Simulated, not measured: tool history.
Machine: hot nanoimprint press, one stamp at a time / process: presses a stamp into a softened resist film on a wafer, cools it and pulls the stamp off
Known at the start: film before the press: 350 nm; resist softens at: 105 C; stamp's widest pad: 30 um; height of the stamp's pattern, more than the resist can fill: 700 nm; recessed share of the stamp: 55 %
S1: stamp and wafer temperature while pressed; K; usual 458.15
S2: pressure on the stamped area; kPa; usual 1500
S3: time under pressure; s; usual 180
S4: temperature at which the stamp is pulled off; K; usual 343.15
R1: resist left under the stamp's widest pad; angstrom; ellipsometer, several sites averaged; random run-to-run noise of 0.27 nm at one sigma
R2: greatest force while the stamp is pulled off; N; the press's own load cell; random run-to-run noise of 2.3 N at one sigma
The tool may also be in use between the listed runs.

run,hour,S1,S2,S3,S4,R1,R2
1,0,458.15,1500,180,343.15,1835,143
2,9.7,458.15,1500,180,343.15,1826,145
3,13.9,458.15,1500,180,343.15,1831,143
4,20.7,458.15,1500,180,343.15,1829,145
5,25.9,458.15,1500,180,343.15,1832,140
6,31.7,458.15,1500,180,343.15,1830,143
7,38.1,458.15,1690,180,343.15,1746,147
8,47,458.15,1690,180,343.15,1748,146
9,54,458.15,1690,180,343.15,1743,148
10,58.9,458.15,910,180,343.15,2196,148
11,66.5,461.15,1500,180,343.15,1690,146
12,74.6,465.15,1500,180,343.15,1520,146
13,82,465.15,1500,180,343.15,1519,143
14,86.8,458.15,1500,180,343.15,1829,145
15,94.2,458.15,1500,180,343.15,1835,150
16,99.7,458.15,1500,180,343.15,1829,149
17,104.5,458.15,1500,180,331.15,1831,196
18,112.1,447.15,980,180,343.15,2675,144
19,119.5,447.15,2230,93,333.15,2558,187
20,125.5,451.15,2240,180,329.15,1912,209
21,133.1,451.15,2240,180,329.15,1910,206
22,142.8,451.15,2240,123,329.15,2159,205
23,152.9,451.15,2240,123,329.15,2162,204
24,157.8,451.15,2240,123,329.15,2163,200
25,163.2,451.15,2240,123,329.15,2164,208
26,169.1,460.15,2000,281,329.15,1297,216
27,179.1,460.15,2000,281,329.15,1300,209
28,187.5,460.15,2000,342,349.15,1190,129
29,196.7,467.15,2270,109,351.15,1475,118
30,203.1,467.15,2270,109,351.15,1475,120

Taken out of this log: 1 entry between the listed runs. Where each belongs, and how the hidden state differs across it:
Runs 18 to 19: plate thermocouple calibrated (hour 116.7)
  true temperature over the reading, C: 0.39 -> 0.14; pressure that arrives at the usual setting, %: 99.75 -> 99.73; grip of the stamp's worn release coat, % over a new coat's: 4 -> 4.1
  the result without the hidden state subtracted from the measured one, R1: -17 -> -5 angstrom; R2: +4 -> +6 N
